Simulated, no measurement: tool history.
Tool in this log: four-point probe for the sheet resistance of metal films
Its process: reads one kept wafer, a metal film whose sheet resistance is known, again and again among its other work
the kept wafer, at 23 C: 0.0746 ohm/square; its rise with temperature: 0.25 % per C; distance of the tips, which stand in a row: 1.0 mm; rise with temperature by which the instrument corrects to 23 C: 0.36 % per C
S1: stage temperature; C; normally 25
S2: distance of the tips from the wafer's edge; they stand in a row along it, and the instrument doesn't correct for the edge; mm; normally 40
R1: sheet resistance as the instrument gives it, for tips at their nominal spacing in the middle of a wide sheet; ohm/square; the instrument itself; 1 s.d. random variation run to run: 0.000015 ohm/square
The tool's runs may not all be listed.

run     day  S1  S2        R1
  1       0  25  40  0.075436
  2     0.4  25  40   0.07546
  3   1.004  25  40  0.075451
  4   1.638  25  40  0.075489
  5   2.167  34  40  0.074796
  6   2.583  34  40  0.074815
  7   3.062  20  40  0.075915
  8   3.762  25  40  0.075526
      3.858  -- stage's thermometer calibrated
  9   4.479  25  40  0.075555
 10   5.254  25  40  0.075536
 11   5.662  25  40  0.075532
      6.238  -- stage's thermometer calibrated, once more
 12   6.538  29  12   0.07549
 13   6.971  27  51  0.075388
 14   7.392  27   4  0.077797
 15   7.958  20  12   0.07621
 16   8.754  20   4  0.078403
 17    9.25  20   4  0.078435
 18   9.992  24  26  0.075681
 19  10.825  34  48  0.074936
 20  11.538  35  40  0.074877
 21  12.254  35  40   0.07487

Below, some changes in R1 between adjacent runs. For each, the amount present without the hidden state too (settings, incoming material, random variation) and the amount remaining for the hidden state with gauge scatter not shared by both compared results:
What the log doesn't record here: inner tips' distance over the nominal, %; tips' flats over new ones', %; wafer's true temperature over the reading, C; drift of the gauge itself on sheet_ohm, %.
Run 13 -> 14: S2 51 -> 4. R1 +0.002409 ohm/square: hidden state +0.00004, all else +0.002369.
Run 15 -> 16: S2 12 -> 4. R1 +0.002193 ohm/square: hidden state +0.000044, all else +0.002149.
Run 17 -> 18: S1 20 -> 24, S2 4 -> 26. R1 -0.002754 ohm/square: hidden state -0.000025, all else -0.002729.
